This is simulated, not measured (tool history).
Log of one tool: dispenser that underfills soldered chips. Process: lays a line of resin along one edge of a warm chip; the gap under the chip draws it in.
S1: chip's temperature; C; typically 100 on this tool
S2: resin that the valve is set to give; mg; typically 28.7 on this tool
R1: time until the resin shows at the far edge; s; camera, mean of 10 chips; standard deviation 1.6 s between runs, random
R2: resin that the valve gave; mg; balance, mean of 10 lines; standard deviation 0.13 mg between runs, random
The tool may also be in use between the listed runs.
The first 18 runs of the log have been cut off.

run    day   S1    S2     R1     R2
     2.792  -- new syringe of resin
 19  2.892  100  28.7    174  28.37
 20  3.067  107  36.7  166.3  36.22
 21  3.262  101    36  256.7   35.9
     3.338  -- new syringe of resin
 22  3.471   96  25.7  208.6  25.53
 23  3.625   96  25.7    257  25.36
 24  3.762  102  36.2  239.6  35.67
     3.883  -- new syringe of resin
 25  3.892  100  25.3  156.6  24.88
 26  3.996  105  36.7  151.1  36.25
 27  4.117  105  36.7  170.9  36.05
 28  4.279   92  28.8    312  28.19
 29  4.408   92  28.8  370.4  28.23
     4.429  -- new syringe of resin
 30  4.538   96  33.5  199.9   32.7
 31  4.754  100  29.9  226.2  29.13
     4.975  -- new syringe of resin
 32  4.988   99  34.6  158.2  33.62
 33  5.104   95  26.3  212.8  25.64
 34  5.225   95  26.3  243.4   25.6
 35  5.379  112  28.5  179.5  27.87

Here are 5 independent what-if runs from the current tool condition. What would each one return?
     5.521  -- new syringe of resin
  A  5.592   95  28.5   ?   ?
     5.521  -- new syringe of resin
  B  5.592  109    31   ?   ?
     5.521  -- new syringe of resin
  C  5.592   88  28.5   ?   ?
     5.521  -- new syringe of resin
  D  5.592   89  34.3   ?   ?
     5.521  -- new syringe of resin
  E  5.592  108  28.7   ?   ?

run     R1     R2
  A  196.6  27.62
  B  128.3  30.08
  C  246.3  27.76
  D  228.3  33.48
  E  132.3  27.85
What these runs would have given with no unlogged condition in the tool:
run     R1     R2
  A  184.8  28.36
  B  120.5  30.89
  C  231.9  28.51
  D  215.5  34.38
  E  124.1   28.6

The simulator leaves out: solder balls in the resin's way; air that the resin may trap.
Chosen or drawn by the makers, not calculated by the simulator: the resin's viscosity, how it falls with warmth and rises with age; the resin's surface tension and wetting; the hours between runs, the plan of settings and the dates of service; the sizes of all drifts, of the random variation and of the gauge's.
